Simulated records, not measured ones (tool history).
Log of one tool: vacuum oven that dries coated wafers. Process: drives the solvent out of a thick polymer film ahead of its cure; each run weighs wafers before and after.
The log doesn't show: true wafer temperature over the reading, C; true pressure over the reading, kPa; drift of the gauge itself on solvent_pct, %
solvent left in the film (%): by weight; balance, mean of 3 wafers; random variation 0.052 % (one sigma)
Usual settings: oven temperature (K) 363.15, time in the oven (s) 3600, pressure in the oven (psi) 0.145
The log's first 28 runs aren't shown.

| run | hour | oven temperature (K) | time in the oven (s) | pressure in the oven (psi) | hours of work since the thermocouples were calibrated | hours of work since the vacuum gauge was cleaned of residue | solvent left in the film (%) |
|---|---|---|---|---|---|---|---|
| 29 | 608.7 | 363.15 | 3600 | 0.090 | 495 | 750 | 1.57 |
| 30 | 628.9 | 372.15 | 3360 | 0.078 | 504 | 760 | 0.51 |
|  | 633.2 | vacuum gauge cleaned of residue and calibrated |
| 31 | 645.5 | 365.15 | 2580 | 0.128 | 511 | 6 | 2.37 |
| 32 | 662.9 | 365.15 | 2580 | 0.128 | 519 | 14 | 2.48 |
| 33 | 681.8 | 363.15 | 4440 | 0.145 | 528 | 23 | 1.17 |
| 34 | 701.8 | 362.15 | 3180 | 0.078 | 538 | 32 | 2.08 |
| 35 | 724.3 | 362.15 | 5100 | 0.078 | 548 | 43 | 0.79 |
| 36 | 751.4 | 362.15 | 5100 | 0.078 | 561 | 56 | 0.89 |
| 37 | 780.2 | 363.15 | 2160 | 0.174 | 575 | 69 | 3.81 |
| 38 | 810.4 | 363.15 | 4680 | 0.145 | 589 | 83 | 1.10 |
| 39 | 824.8 | 367.15 | 2340 | 0.145 | 595 | 90 | 2.45 |
|  | 840.1 | vacuum gauge cleaned of residue and calibrated, once more |
| 40 | 861.4 | 367.15 | 2340 | 0.145 | 612 | 10 | 2.38 |
| 41 | 882.0 | 366.15 | 1920 | 0.165 | 622 | 20 | 3.55 |
| 42 | 902.6 | 354.15 | 3900 | 0.109 | 631 | 29 | 2.95 |
| 43 | 917.0 | 361.15 | 3600 | 0.232 | 638 | 36 | 2.24 |
| 44 | 938.5 | 363.15 | 6300 | 0.110 | 648 | 46 | 0.44 |
| 45 | 963.6 | 363.15 | 6300 | 0.110 | 660 | 58 | 0.50 |
|  | 979.6 | oven's thermocouples calibrated |
| 46 | 983.4 | 370.15 | 2640 | 0.145 | 2 | 66 | 1.20 |
| 47 | 1005.2 | 370.15 | 2640 | 0.145 | 12 | 77 | 1.06 |
| 48 | 1036.5 | 350.15 | 2640 | 0.145 | 27 | 91 | 6.27 |

Forecast each of these 3 alternatives for the next run:
| A | 1064.0 | 350.15 | 2640 | 0.322 | 40 | 104 | ? |
| B | 1064.0 | 363.15 | 5340 | 0.145 | 40 | 104 | ? |
| C | 1064.0 | 363.15 | 4260 | 0.145 | 40 | 104 | ? |

| run | solvent left in the film (%) |
|---|---|
| A | 6.94 |
| B | 0.76 |
| C | 0.95 |
Without the tool's hidden state the same runs would have given:
| run | solvent left in the film (%) |
|---|---|
| A | 6.71 |
| B | 0.70 |
| C | 0.87 |
